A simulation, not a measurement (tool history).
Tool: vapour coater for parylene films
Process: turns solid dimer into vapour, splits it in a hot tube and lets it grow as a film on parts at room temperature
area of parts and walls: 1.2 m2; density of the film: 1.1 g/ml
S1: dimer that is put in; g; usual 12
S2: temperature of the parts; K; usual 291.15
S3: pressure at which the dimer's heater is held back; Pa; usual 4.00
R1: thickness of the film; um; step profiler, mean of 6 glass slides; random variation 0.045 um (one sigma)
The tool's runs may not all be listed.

run 1 hour=0.0 | S1=12 S2=291.15 S3=4.00 | R1=5.09
run 2 hour=27.2 | S1=12 S2=291.15 S3=4.00 | R1=5.02
run 3 hour=48.8 | S1=12 S2=302.15 S3=4.00 | R1=3.84
run 4 hour=64.9 | S1=12 S2=302.15 S3=4.00 | R1=3.77
run 5 hour=91.7 | S1=12 S2=291.15 S3=4.00 | R1=5.11
run 6 hour=116.5 | S1=12 S2=291.15 S3=4.00 | R1=5.07
run 7 hour=132.0 | S1=12 S2=291.15 S3=4.00 | R1=5.12
run 8 hour=159.0 | S1=12 S2=291.15 S3=3.31 | R1=5.29
-- hour=172.9 trap's valve overhauled
run 9 hour=185.0 | S1=12 S2=291.15 S3=3.31 | R1=5.32
run 10 hour=204.1 | S1=12 S2=291.15 S3=3.31 | R1=5.33
run 11 hour=218.2 | S1=12 S2=291.15 S3=3.31 | R1=5.25
run 12 hour=231.5 | S1=12 S2=291.15 S3=3.31 | R1=5.31
run 13 hour=244.5 | S1=12 S2=291.15 S3=4.00 | R1=5.05
run 14 hour=256.2 | S1=12 S2=291.15 S3=4.00 | R1=5.19
run 15 hour=279.7 | S1=12 S2=291.15 S3=4.00 | R1=5.17
run 16 hour=306.5 | S1=12 S2=291.15 S3=4.00 | R1=5.16
run 17 hour=327.4 | S1=12 S2=291.15 S3=4.00 | R1=5.13
run 18 hour=342.6 | S1=12 S2=291.15 S3=4.00 | R1=5.06
run 19 hour=359.0 | S1=12 S2=302.15 S3=4.22 | R1=3.81

Run 20 comes next. What will it give?
run 20 hour=374.1 | S1=12 S2=302.15 S3=4.22 | R1=?

Run 20 gave R1 3.80 um.
Without the tool's hidden state the same run would have given R1 3.81 um.
